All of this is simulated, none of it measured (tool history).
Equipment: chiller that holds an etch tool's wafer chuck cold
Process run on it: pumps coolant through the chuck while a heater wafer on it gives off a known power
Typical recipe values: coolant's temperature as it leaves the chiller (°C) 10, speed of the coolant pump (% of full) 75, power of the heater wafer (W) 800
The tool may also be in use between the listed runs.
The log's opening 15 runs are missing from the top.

| run | day | coolant's temperature as it leaves the chiller (°C) | speed of the coolant pump (% of full) | power of the heater wafer (W) | hours since the coolant was changed and the channels were flushed | hours since the pump was overhauled | hours since the chiller's thermometer was calibrated | chuck's temperature once it has settled (°C) | how much warmer the coolant comes back (C) |
|---|---|---|---|---|---|---|---|---|---|
| 16 | 98.517 | 19 | 75 | 800 | 2896 | 6296 | 935 | 28.3 | 2.02 |
| 17 | 107.188 | 19 | 75 | 800 | 3104 | 6504 | 1143 | 28 | 2.04 |
| 18 | 113.696 | 10 | 92 | 632 | 3260 | 6661 | 1299 | 16.2 | 1.36 |
| 19 | 121.029 | 8 | 92 | 647 | 3436 | 6837 | 1475 | 14.5 | 1.42 |
| 20 | 129.654 | 8 | 92 | 647 | 3643 | 7044 | 1682 | 14.5 | 1.39 |
| 21 | 136.683 | 11 | 97 | 576 | 3812 | 7212 | 1851 | 16.8 | 1.14 |
| 22 | 141.933 | 11 | 97 | 576 | 3938 | 7338 | 1977 | 16.7 | 1.22 |
|  | 145.146 | chiller's thermometer calibrated |
| 23 | 149.65 | 18 | 75 | 533 | 4122 | 7522 | 108 | 24.3 | 1.4 |
| 24 | 156.633 | 20 | 78 | 567 | 4290 | 7690 | 276 | 26.7 | 1.45 |
| 25 | 161.821 | 12 | 75 | 1046 | 4414 | 7815 | 400 | 24.5 | 2.7 |
| 26 | 170.288 | 12 | 75 | 1046 | 4617 | 8018 | 603 | 24.6 | 2.74 |
| 27 | 176.738 | 11 | 80 | 650 | 4772 | 8173 | 758 | 18.5 | 1.61 |
| 28 | 180.567 | 10 | 67 | 800 | 4864 | 8264 | 850 | 20.8 | 2.36 |
| 29 | 184.75 | 10 | 67 | 800 | 4964 | 8365 | 950 | 20.9 | 2.33 |
| 30 | 190.071 | 10 | 67 | 800 | 5092 | 8493 | 1078 | 21.2 | 2.35 |
| 31 | 194.062 | 10 | 67 | 800 | 5188 | 8588 | 1174 | 21.2 | 2.36 |

5 options for the next run, each taken on its own from the tool as it stands now. Forecast them:
| A | 199.229 | 10 | 62 | 1003 | 5312 | 8712 | 1298 | ? | ? |
| B | 199.229 | 18 | 96 | 1129 | 5312 | 8712 | 1298 | ? | ? |
| C | 199.229 | 10 | 74 | 1116 | 5312 | 8712 | 1298 | ? | ? |
| D | 199.229 | 3 | 75 | 800 | 5312 | 8712 | 1298 | ? | ? |
| E | 199.229 | 1 | 65 | 691 | 5312 | 8712 | 1298 | ? | ? |

| run | chuck's temperature once it has settled (°C) | how much warmer the coolant comes back (C) |
|---|---|---|
| A | 24.8 | 3.2 |
| B | 29.6 | 2.37 |
| C | 24.4 | 3.02 |
| D | 13.1 | 2.1 |
| E | 11 | 2.04 |
What these runs would have given with no unlogged condition in the tool:
| run | chuck's temperature once it has settled (°C) | how much warmer the coolant comes back (C) |
|---|---|---|
| A | 21.1 | 2.85 |
| B | 26.7 | 2.1 |
| C | 20.8 | 2.68 |
| D | 10.5 | 1.86 |
| E | 8.5 | 1.8 |
